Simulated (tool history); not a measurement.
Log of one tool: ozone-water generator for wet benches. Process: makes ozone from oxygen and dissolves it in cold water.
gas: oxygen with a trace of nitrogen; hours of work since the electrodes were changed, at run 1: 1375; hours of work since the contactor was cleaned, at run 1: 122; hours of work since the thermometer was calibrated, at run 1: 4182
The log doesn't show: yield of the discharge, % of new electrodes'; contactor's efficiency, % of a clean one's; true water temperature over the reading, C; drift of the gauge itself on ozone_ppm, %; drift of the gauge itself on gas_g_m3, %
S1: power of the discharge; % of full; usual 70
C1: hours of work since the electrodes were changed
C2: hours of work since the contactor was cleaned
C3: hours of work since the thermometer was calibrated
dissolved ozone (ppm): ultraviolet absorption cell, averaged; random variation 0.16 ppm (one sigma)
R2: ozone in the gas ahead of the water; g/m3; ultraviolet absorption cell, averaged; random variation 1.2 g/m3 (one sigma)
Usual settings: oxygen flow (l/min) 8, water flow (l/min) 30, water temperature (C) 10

run 1 day=0 | S1=70 oxygen_flow_(l/min)=8 water_flow_(l/min)=30 water_temperature_(C)=10 | C1=1375 C2=122 C3=4182 | dissolved_ozone_(ppm)=20.1 R2=211.1
run 2 day=1.854 | S1=70 oxygen_flow_(l/min)=8 water_flow_(l/min)=40 water_temperature_(C)=10 | C1=1409 C2=156 C3=4216 | dissolved_ozone_(ppm)=14.8 R2=212.7
run 3 day=4.704 | S1=70 oxygen_flow_(l/min)=8 water_flow_(l/min)=28 water_temperature_(C)=10 | C1=1462 C2=209 C3=4269 | dissolved_ozone_(ppm)=21.2 R2=212.5
run 4 day=6.796 | S1=70 oxygen_flow_(l/min)=8 water_flow_(l/min)=28 water_temperature_(C)=10 | C1=1501 C2=248 C3=4308 | dissolved_ozone_(ppm)=21.1 R2=213.7
run 5 day=9.646 | S1=70 oxygen_flow_(l/min)=8 water_flow_(l/min)=30 water_temperature_(C)=10 | C1=1553 C2=300 C3=4360 | dissolved_ozone_(ppm)=20 R2=210.3
run 6 day=12.742 | S1=70 oxygen_flow_(l/min)=8 water_flow_(l/min)=30 water_temperature_(C)=16 | C1=1610 C2=358 C3=4417 | dissolved_ozone_(ppm)=18.4 R2=210.6
run 7 day=14.329 | S1=70 oxygen_flow_(l/min)=8 water_flow_(l/min)=24 water_temperature_(C)=10 | C1=1640 C2=387 C3=4447 | dissolved_ozone_(ppm)=24.1 R2=210
run 8 day=17.283 | S1=70 oxygen_flow_(l/min)=4.83 water_flow_(l/min)=24 water_temperature_(C)=10 | C1=1694 C2=441 C3=4501 | dissolved_ozone_(ppm)=23.6 R2=273.2
run 9 day=19.071 | S1=70 oxygen_flow_(l/min)=4.83 water_flow_(l/min)=24 water_temperature_(C)=10 | C1=1727 C2=474 C3=4534 | dissolved_ozone_(ppm)=23 R2=267.5
run 10 day=21.575 | S1=70 oxygen_flow_(l/min)=4.83 water_flow_(l/min)=24 water_temperature_(C)=10 | C1=1774 C2=521 C3=4580 | dissolved_ozone_(ppm)=23.2 R2=273.1
run 11 day=23.038 | S1=70 oxygen_flow_(l/min)=4.83 water_flow_(l/min)=24 water_temperature_(C)=10 | C1=1800 C2=548 C3=4607 | dissolved_ozone_(ppm)=23.3 R2=267.5
run 12 day=26.338 | S1=70 oxygen_flow_(l/min)=4.83 water_flow_(l/min)=24 water_temperature_(C)=10 | C1=1861 C2=608 C3=4668 | dissolved_ozone_(ppm)=23.3 R2=272
run 13 day=27.779 | S1=70 oxygen_flow_(l/min)=4.83 water_flow_(l/min)=24 water_temperature_(C)=10 | C1=1888 C2=635 C3=4695 | dissolved_ozone_(ppm)=23.5 R2=267.6
run 14 day=29.425 | S1=70 oxygen_flow_(l/min)=4.83 water_flow_(l/min)=24 water_temperature_(C)=10 | C1=1918 C2=666 C3=4725 | dissolved_ozone_(ppm)=23.6 R2=270.6
run 15 day=31.55 | S1=70 oxygen_flow_(l/min)=8 water_flow_(l/min)=28 water_temperature_(C)=10 | C1=1958 C2=705 C3=4765 | dissolved_ozone_(ppm)=21.1 R2=207.5
run 16 day=34.538 | S1=70 oxygen_flow_(l/min)=8 water_flow_(l/min)=28 water_temperature_(C)=10 | C1=2013 C2=760 C3=4820 | dissolved_ozone_(ppm)=21.2 R2=206
run 17 day=37.083 | S1=70 oxygen_flow_(l/min)=13.87 water_flow_(l/min)=30 water_temperature_(C)=11 | C1=2060 C2=807 C3=4867 | dissolved_ozone_(ppm)=19.7 R2=153.4

Run 18 comes next. What will it give?
-- day=38.617 gauge calibrated
run 18 day=40.175 | S1=70 oxygen_flow_(l/min)=13.87 water_flow_(l/min)=30 water_temperature_(C)=11 | C1=2117 C2=864 C3=4924 | dissolved_ozone_(ppm)=? R2=?

{"run 18": {"dissolved ozone (ppm)": 19.9, "R2": 158.9}}
Without the tool's hidden state the same run would have given dissolved ozone (ppm) 19.9, R2 159.2 g/m3.
